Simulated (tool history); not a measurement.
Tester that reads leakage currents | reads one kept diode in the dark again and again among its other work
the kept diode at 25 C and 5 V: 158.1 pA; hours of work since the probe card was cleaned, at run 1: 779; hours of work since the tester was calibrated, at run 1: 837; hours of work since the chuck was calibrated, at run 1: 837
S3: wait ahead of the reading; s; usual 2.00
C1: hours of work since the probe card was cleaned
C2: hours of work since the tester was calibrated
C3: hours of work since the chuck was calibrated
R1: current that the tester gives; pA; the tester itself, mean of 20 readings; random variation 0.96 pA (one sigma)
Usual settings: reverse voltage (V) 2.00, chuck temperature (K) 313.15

{"run": 1, "hour": 0.0, "reverse voltage (V)": 2.0, "chuck temperature (K)": 313.15, "S3": 2.0, "C1": 779, "C2": 837, "C3": 837, "R1": 351.85}
{"run": 2, "hour": 42.8, "reverse voltage (V)": 2.0, "chuck temperature (K)": 297.15, "S3": 2.0, "C1": 808, "C2": 867, "C3": 867, "R1": 102.95}
{"run": 3, "hour": 131.1, "reverse voltage (V)": 2.0, "chuck temperature (K)": 297.15, "S3": 2.0, "C1": 870, "C2": 928, "C3": 928, "R1": 104.27}
{"run": 4, "hour": 210.1, "reverse voltage (V)": 2.0, "chuck temperature (K)": 313.15, "S3": 0.32, "C1": 925, "C2": 983, "C3": 983, "R1": 357.17}
{"run": 5, "hour": 256.9, "reverse voltage (V)": 2.0, "chuck temperature (K)": 313.15, "S3": 0.32, "C1": 957, "C2": 1016, "C3": 1016, "R1": 358.42}
{"run": 6, "hour": 331.0, "reverse voltage (V)": 2.0, "chuck temperature (K)": 313.15, "S3": 0.32, "C1": 1009, "C2": 1067, "C3": 1067, "R1": 362.43}
{"run": 7, "hour": 382.6, "reverse voltage (V)": 2.0, "chuck temperature (K)": 313.15, "S3": 2.0, "C1": 1045, "C2": 1103, "C3": 1103, "R1": 360.54}
{"hour": 410.5, "done": "probe card cleaned and baked"}
{"run": 8, "hour": 443.8, "reverse voltage (V)": 2.0, "chuck temperature (K)": 313.15, "S3": 2.0, "C1": 23, "C2": 1144, "C3": 1144, "R1": 359.39}
{"run": 9, "hour": 525.7, "reverse voltage (V)": 2.0, "chuck temperature (K)": 313.15, "S3": 2.0, "C1": 80, "C2": 1201, "C3": 1201, "R1": 361.63}
{"run": 10, "hour": 596.4, "reverse voltage (V)": 2.0, "chuck temperature (K)": 313.15, "S3": 2.0, "C1": 129, "C2": 1250, "C3": 1250, "R1": 361.95}
{"run": 11, "hour": 680.3, "reverse voltage (V)": 2.0, "chuck temperature (K)": 313.15, "S3": 1.79, "C1": 188, "C2": 1309, "C3": 1309, "R1": 365.78}
{"run": 12, "hour": 758.6, "reverse voltage (V)": 2.0, "chuck temperature (K)": 313.15, "S3": 1.79, "C1": 242, "C2": 1363, "C3": 1363, "R1": 369.96}
{"run": 13, "hour": 842.8, "reverse voltage (V)": 2.0, "chuck temperature (K)": 313.15, "S3": 2.0, "C1": 301, "C2": 1422, "C3": 1422, "R1": 368.22}
{"run": 14, "hour": 915.5, "reverse voltage (V)": 1.66, "chuck temperature (K)": 313.15, "S3": 2.0, "C1": 352, "C2": 1472, "C3": 1472, "R1": 336.93}
{"run": 15, "hour": 962.5, "reverse voltage (V)": 1.66, "chuck temperature (K)": 313.15, "S3": 2.0, "C1": 384, "C2": 1505, "C3": 1505, "R1": 339.1}
{"run": 16, "hour": 1034.5, "reverse voltage (V)": 1.66, "chuck temperature (K)": 313.15, "S3": 2.0, "C1": 434, "C2": 1555, "C3": 1555, "R1": 340.23}
{"run": 17, "hour": 1085.9, "reverse voltage (V)": 1.66, "chuck temperature (K)": 313.15, "S3": 5.42, "C1": 470, "C2": 1591, "C3": 1591, "R1": 341.57}
{"hour": 1107.6, "done": "chuck's temperature calibrated"}
{"run": 18, "hour": 1160.1, "reverse voltage (V)": 1.66, "chuck temperature (K)": 313.15, "S3": 5.42, "C1": 520, "C2": 1641, "C3": 37, "R1": 286.12}
{"run": 19, "hour": 1238.0, "reverse voltage (V)": 2.0, "chuck temperature (K)": 313.15, "S3": 2.0, "C1": 575, "C2": 1695, "C3": 91, "R1": 317.76}
{"run": 20, "hour": 1324.3, "reverse voltage (V)": 4.94, "chuck temperature (K)": 320.15, "S3": 2.0, "C1": 635, "C2": 1755, "C3": 151, "R1": 854.34}
{"run": 21, "hour": 1394.5, "reverse voltage (V)": 4.94, "chuck temperature (K)": 309.15, "S3": 3.49, "C1": 684, "C2": 1804, "C3": 200, "R1": 381.93}
{"run": 22, "hour": 1464.5, "reverse voltage (V)": 4.94, "chuck temperature (K)": 309.15, "S3": 3.49, "C1": 732, "C2": 1853, "C3": 248, "R1": 388.11}
{"run": 23, "hour": 1516.2, "reverse voltage (V)": 1.61, "chuck temperature (K)": 313.15, "S3": 2.0, "C1": 768, "C2": 1889, "C3": 284, "R1": 289.61}
{"hour": 1526.7, "done": "tester calibrated"}
{"run": 24, "hour": 1608.9, "reverse voltage (V)": 4.7, "chuck temperature (K)": 313.15, "S3": 3.62, "C1": 831, "C2": 57, "C3": 348, "R1": 510.58}
{"run": 25, "hour": 1680.6, "reverse voltage (V)": 6.11, "chuck temperature (K)": 307.15, "S3": 0.96, "C1": 881, "C2": 107, "C3": 397, "R1": 379.11}
{"hour": 1714.6, "done": "tester calibrated, once more"}
{"run": 26, "hour": 1768.2, "reverse voltage (V)": 12.1, "chuck temperature (K)": 313.15, "S3": 2.0, "C1": 941, "C2": 37, "C3": 457, "R1": 868.91}
{"run": 27, "hour": 1820.1, "reverse voltage (V)": 17.98, "chuck temperature (K)": 311.15, "S3": 7.69, "C1": 977, "C2": 73, "C3": 493, "R1": 937.35}
{"run": 28, "hour": 1865.1, "reverse voltage (V)": 2.0, "chuck temperature (K)": 313.15, "S3": 0.83, "C1": 1008, "C2": 105, "C3": 525, "R1": 339.73}
{"hour": 1945.9, "done": "probe card cleaned and baked"}
{"run": 29, "hour": 1947.3, "reverse voltage (V)": 2.0, "chuck temperature (K)": 301.15, "S3": 1.44, "C1": 1, "C2": 160, "C3": 580, "R1": 134.75}
{"run": 30, "hour": 2029.9, "reverse voltage (V)": 18.93, "chuck temperature (K)": 301.15, "S3": 1.44, "C1": 59, "C2": 217, "C3": 637, "R1": 442.09}
{"run": 31, "hour": 2092.8, "reverse voltage (V)": 7.03, "chuck temperature (K)": 294.15, "S3": 0.31, "C1": 102, "C2": 261, "C3": 681, "R1": 155.76}
{"run": 32, "hour": 2140.8, "reverse voltage (V)": 4.83, "chuck temperature (K)": 294.15, "S3": 0.31, "C1": 136, "C2": 295, "C3": 714, "R1": 126.85}
{"run": 33, "hour": 2199.3, "reverse voltage (V)": 1.81, "chuck temperature (K)": 294.15, "S3": 4.7, "C1": 176, "C2": 335, "C3": 755, "R1": 73.93}
{"run": 34, "hour": 2251.0, "reverse voltage (V)": 4.23, "chuck temperature (K)": 313.15, "S3": 2.0, "C1": 212, "C2": 371, "C3": 791, "R1": 510.52}
{"run": 35, "hour": 2326.0, "reverse voltage (V)": 15.21, "chuck temperature (K)": 313.15, "S3": 3.48, "C1": 265, "C2": 424, "C3": 843, "R1": 1017.12}
{"run": 36, "hour": 2400.6, "reverse voltage (V)": 2.0, "chuck temperature (K)": 305.15, "S3": 6.87, "C1": 317, "C2": 475, "C3": 895, "R1": 191.6}
{"run": 37, "hour": 2453.2, "reverse voltage (V)": 2.0, "chuck temperature (K)": 305.15, "S3": 6.87, "C1": 353, "C2": 512, "C3": 932, "R1": 192.56}
{"run": 38, "hour": 2545.1, "reverse voltage (V)": 11.54, "chuck temperature (K)": 313.15, "S3": 6.67, "C1": 417, "C2": 576, "C3": 996, "R1": 882.5}

Some steps in R1 between neighbouring runs. How much of each would the tool show without its hidden state too (settings, what came in, random variation), and how much is left for the hidden state, with any gauge scatter that isn't in both results?
The hidden state here: stray current of the dirty probe card, pA a volt; current scale over the true one, %; true chuck temperature over the reading, C; drift of the gauge itself on leakage_pa, %.
Run 27 -> 28: reverse voltage (V) 17.98 -> 2.00, chuck temperature (K) 311.15 -> 313.15, S3 7.69 -> 0.83. R1 -597.62 pA: hidden state -55.99, all else -541.63.
Run 35 -> 36: reverse voltage (V) 15.21 -> 2.00, chuck temperature (K) 313.15 -> 305.15, S3 3.48 -> 6.87. R1 -825.52 pA: hidden state -73.96, all else -751.56.
Run 37 -> 38: reverse voltage (V) 2.00 -> 11.54, chuck temperature (K) 305.15 -> 313.15, S3 6.87 -> 6.67. R1 +689.94 pA: hidden state +75.08, all else +614.86.
